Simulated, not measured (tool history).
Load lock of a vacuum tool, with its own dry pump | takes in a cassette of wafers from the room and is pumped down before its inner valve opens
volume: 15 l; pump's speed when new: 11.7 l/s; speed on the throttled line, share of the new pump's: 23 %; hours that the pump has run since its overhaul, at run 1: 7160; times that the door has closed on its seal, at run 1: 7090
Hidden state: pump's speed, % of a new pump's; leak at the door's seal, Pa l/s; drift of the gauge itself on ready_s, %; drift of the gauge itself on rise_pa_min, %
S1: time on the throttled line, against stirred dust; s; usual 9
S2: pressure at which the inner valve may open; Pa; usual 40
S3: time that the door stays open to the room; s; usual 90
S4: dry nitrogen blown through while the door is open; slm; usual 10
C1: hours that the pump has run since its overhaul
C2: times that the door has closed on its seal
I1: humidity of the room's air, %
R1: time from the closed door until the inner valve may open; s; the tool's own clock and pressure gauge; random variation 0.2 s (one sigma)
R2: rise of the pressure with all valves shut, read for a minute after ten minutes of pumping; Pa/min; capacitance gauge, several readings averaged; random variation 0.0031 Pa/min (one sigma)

Run 1, hour 0.0: usual settings; C1 7160; C2 7090; I1 46.8. Result: R1 18.2 s, R2 0.072 Pa/min.
Run 2, hour 70.4: usual settings; C1 7230; C2 7207; I1 48.2. Result: R1 18.2 s, R2 0.082 Pa/min.
Run 3, hour 151.2: usual settings but S3 99 s; C1 7311; C2 7340; I1 42.8. Result: R1 18.2 s, R2 0.076 Pa/min.
Run 4, hour 238.9: usual settings but S3 99 s; C1 7399; C2 7485; I1 40.7. Result: R1 17.9 s, R2 0.069 Pa/min.
Run 5, hour 349.2: usual settings but S3 103 s; C1 7509; C2 7668; I1 45.9. Result: R1 18.1 s, R2 0.080 Pa/min.
Run 6, hour 463.8: usual settings but S3 103 s; C1 7624; C2 7857; I1 43.6. Result: R1 18.4 s, R2 0.081 Pa/min.
Run 7, hour 534.5: usual settings but S3 103 s; C1 7694; C2 7974; I1 46.8. Result: R1 18.5 s, R2 0.079 Pa/min.
Run 8, hour 621.7: usual settings; C1 7782; C2 8119; I1 43.4. Result: R1 18.2 s, R2 0.080 Pa/min.
Run 9, hour 725.3: usual settings; C1 7885; C2 8290; I1 46.5. Result: R1 18.1 s, R2 0.077 Pa/min.
Run 10, hour 801.9: usual settings; C1 7962; C2 8417; I1 49.6. Result: R1 18.4 s, R2 0.084 Pa/min.
Run 11, hour 885.0: usual settings; C1 8045; C2 8554; I1 44.8. Result: R1 18.1 s, R2 0.081 Pa/min.
Run 12, hour 939.7: usual settings; C1 8100; C2 8645; I1 43.4. Result: R1 18.3 s, R2 0.078 Pa/min.
Run 13, hour 1033.9: usual settings; C1 8194; C2 8801; I1 46.1. Result: R1 18.2 s, R2 0.077 Pa/min.
Run 14, hour 1136.1: usual settings; C1 8296; C2 8970; I1 47.3. Result: R1 18.3 s, R2 0.078 Pa/min.
Run 15, hour 1198.2: usual settings; C1 8358; C2 9072; I1 44.7. Result: R1 18.2 s, R2 0.082 Pa/min.
Run 16, hour 1312.1: usual settings; C1 8472; C2 9261; I1 46.3. Result: R1 18.3 s, R2 0.080 Pa/min.
Run 17, hour 1423.2: usual settings; C1 8583; C2 9445; I1 41.6. Result: R1 18.7 s, R2 0.075 Pa/min.
Run 18, hour 1485.5: usual settings but S2 35 Pa; C1 8645; C2 9548; I1 45.2. Result: R1 19.0 s, R2 0.083 Pa/min.
Run 19, hour 1570.2: usual settings but S4 32 slm; C1 8730; C2 9688; I1 43.2. Result: R1 18.6 s, R2 0.067 Pa/min.
Run 20, hour 1619.5: usual settings but S4 32 slm; C1 8779; C2 9769; I1 45.7. Result: R1 18.2 s, R2 0.070 Pa/min.
Run 21, hour 1734.6: usual settings but S4 32 slm; C1 8894; C2 9960; I1 42.8. Result: R1 18.6 s, R2 0.068 Pa/min.
Run 22, hour 1826.5: usual settings but S4 19 slm; C1 8986; C2 10112; I1 47.1. Result: R1 18.1 s, R2 0.078 Pa/min.
Run 23, hour 1925.9: usual settings but S2 38 Pa, S4 5 slm; C1 9086; C2 10276; I1 41.8. Result: R1 18.3 s, R2 0.087 Pa/min.
Run 24, hour 2014.8: usual settings but S1 10 s; C1 9175; C2 10423; I1 44.0. Result: R1 19.2 s, R2 0.081 Pa/min.
Run 25, hour 2075.8: usual settings but S1 7 s, S3 36 s; C1 9236; C2 10524; I1 45.6. Result: R1 17.2 s, R2 0.069 Pa/min.
Run 26, hour 2158.6: usual settings but S1 4 s, S3 36 s; C1 9318; C2 10661; I1 44.5. Result: R1 14.8 s, R2 0.062 Pa/min.
Run 27, hour 2252.6: usual settings but S1 4 s, S2 60 Pa, S3 53 s, S4 32 slm; C1 9412; C2 10817; I1 46.1. Result: R1 14.6 s, R2 0.061 Pa/min.
Run 28, hour 2342.7: usual settings but S2 70 Pa; C1 9502; C2 10966; I1 46.6. Result: R1 17.7 s, R2 0.090 Pa/min.
Run 29, hour 2431.7: usual settings but S2 70 Pa; C1 9592; C2 11113; I1 44.1. Result: R1 18.0 s, R2 0.085 Pa/min.
Run 30, hour 2548.6: usual settings but S3 28 s; C1 9708; C2 11307; I1 45.0. Result: R1 19.0 s, R2 0.062 Pa/min.
Run 31, hour 2632.3: usual settings but S4 34 slm; C1 9792; C2 11445; I1 48.8. Result: R1 18.8 s, R2 0.073 Pa/min.
Run 32, hour 2700.7: usual settings but S2 41 Pa; C1 9861; C2 11558; I1 43.5. Result: R1 18.6 s, R2 0.085 Pa/min.
Run 33, hour 2761.0: usual settings but S2 41 Pa; C1 9921; C2 11658; I1 45.2. Result: R1 18.8 s, R2 0.082 Pa/min.
Run 34, hour 2859.8: usual settings but S1 6 s, S2 42 Pa, S3 75 s, S4 32 slm; C1 10020; C2 11821; I1 45.7. Result: R1 16.2 s, R2 0.071 Pa/min.
Run 35, hour 2937.5: usual settings but S1 6 s, S2 42 Pa, S3 75 s, S4 32 slm; C1 10097; C2 11950; I1 45.2. Result: R1 16.6 s, R2 0.073 Pa/min.
Run 36, hour 3000.8: usual settings but S3 148 s, S4 17 slm; C1 10161; C2 12055; I1 47.2. Result: R1 18.9 s, R2 0.097 Pa/min.
Run 37, hour 3077.1: usual settings but S3 148 s, S4 17 slm; C1 10237; C2 12181; I1 44.7. Result: R1 18.7 s, R2 0.089 Pa/min.

Measured less the same run without the tool's hidden state. The same run-to-run variation is in both; the gauge's scatter may not be:
run    R1      R2
  1  +1.2  +0.015
  2  +1.3  +0.016
  3  +1.3  +0.016
  4  +1.2  +0.016
  5  +1.3  +0.017
  6  +1.3  +0.017
  7  +1.4  +0.018
  8  +1.4  +0.019
  9  +1.4  +0.019
 10  +1.4  +0.019
 11  +1.4  +0.020
 12  +1.4  +0.020
 13  +1.4  +0.020
 14  +1.4  +0.021
 15  +1.4  +0.022
 16  +1.5  +0.022
 17  +1.6  +0.022
 18  +1.6  +0.023
 19  +1.5  +0.023
 20  +1.6  +0.024
 21  +1.6  +0.025
 22  +1.6  +0.025
 23  +1.6  +0.025
 24  +1.6  +0.026
 25  +1.8  +0.026
 26  +1.9  +0.027
 27  +1.8  +0.028
 28  +1.6  +0.028
 29  +1.6  +0.028
 30  +1.7  +0.029
 31  +1.8  +0.030
 32  +1.8  +0.029
 33  +1.8  +0.030
 34  +2.0  +0.031
 35  +2.0  +0.031
 36  +1.8  +0.031
 37  +1.9  +0.032
